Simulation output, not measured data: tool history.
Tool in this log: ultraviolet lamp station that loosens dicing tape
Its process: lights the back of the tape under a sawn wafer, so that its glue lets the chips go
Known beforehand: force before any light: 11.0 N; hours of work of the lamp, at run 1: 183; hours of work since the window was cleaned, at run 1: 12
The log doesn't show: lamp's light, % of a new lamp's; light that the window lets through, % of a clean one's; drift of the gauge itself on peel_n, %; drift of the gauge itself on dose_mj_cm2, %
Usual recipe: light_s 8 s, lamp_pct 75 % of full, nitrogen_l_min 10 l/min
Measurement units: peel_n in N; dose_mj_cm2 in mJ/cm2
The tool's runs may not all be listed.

run	hour	light_s	lamp_pct	nitrogen_l_min	hours of work of the lamp	hours of work since the window was cleaned	peel_n	dose_mj_cm2
1	0.0	8	75	10	183	12	0.697	195
2	5.2	8	75	10	186	14	0.702	196
3	10.2	4	75	10	188	16	2.502	92
4	17.2	4	75	10	191	20	2.438	100
5	22.4	13	75	10	193	22	0.304	311
6	32.6	8	75	16	198	26	0.484	193
7	42.4	10	75	10	202	31	0.450	241
8	47.9	8	75	10	205	33	0.692	195
9	55.4	8	75	10	208	36	0.726	193
10	63.9	8	75	10	212	40	0.711	193
11	74.1	8	75	10	216	45	0.732	191
12	83.2	8	75	6	220	49	1.101	190
13	88.0	8	75	6	222	51	1.082	192
14	95.6	8	75	6	226	54	1.071	191
15	103.5	8	75	6	229	58	1.105	191
16	112.2	8	75	10	233	61	0.712	191
17	117.9	8	96	10	235	64	0.461	241
18	127.0	8	64	10	239	68	0.991	158
19	137.6	5	76	9	244	73	1.884	119
20	144.0	5	76	9	247	75	1.962	118
21	153.7	5	86	5	251	80	2.302	133
22	161.1	8	75	6	255	83	1.138	188
# hour 162.6: window cleaned of glue's vapour
23	168.3	5	84	8	257	2	1.735	131
24	174.2	8	75	4	260	5	1.601	188
25	180.7	8	75	4	263	8	1.558	189
# hour 183.8: window cleaned of glue's vapour, once more
26	191.1	8	75	4	267	3	1.491	195
27	200.9	7	75	7	272	8	1.225	168
28	208.2	5	75	7	275	11	2.218	118
29	213.6	10	79	4	277	13	0.874	255
30	218.3	10	79	4	279	15	0.904	252
31	223.8	15	75	8	282	18	0.295	358
32	228.7	15	75	8	284	20	0.281	358
33	238.5	12	92	7	288	24	0.322	348
34	243.8	8	75	4	291	26	1.533	191
35	249.9	8	79	10	293	29	0.649	201

Across each entry between runs, compare the hidden state at the last listed run before it with the hidden state at the first listed run after it:
After run 22, before run 23: window cleaned of glue's vapour (hour 162.6)
  lamp's light, % of a new lamp's: 94.9 -> 94.8; light that the window lets through, % of a clean one's: 98.1 -> 97.7
  the result without the hidden state subtracted from the measured one, peel_n: +0.152 -> +0.218 N; dose_mj_cm2: -14 -> -11 mJ/cm2
After run 25, before run 26: window cleaned of glue's vapour, once more (hour 183.8)
  light that the window lets through, % of a clean one's: 97.6 -> 99.7
  the result without the hidden state subtracted from the measured one, peel_n: +0.207 -> +0.148 N; dose_mj_cm2: -16 -> -11 mJ/cm2
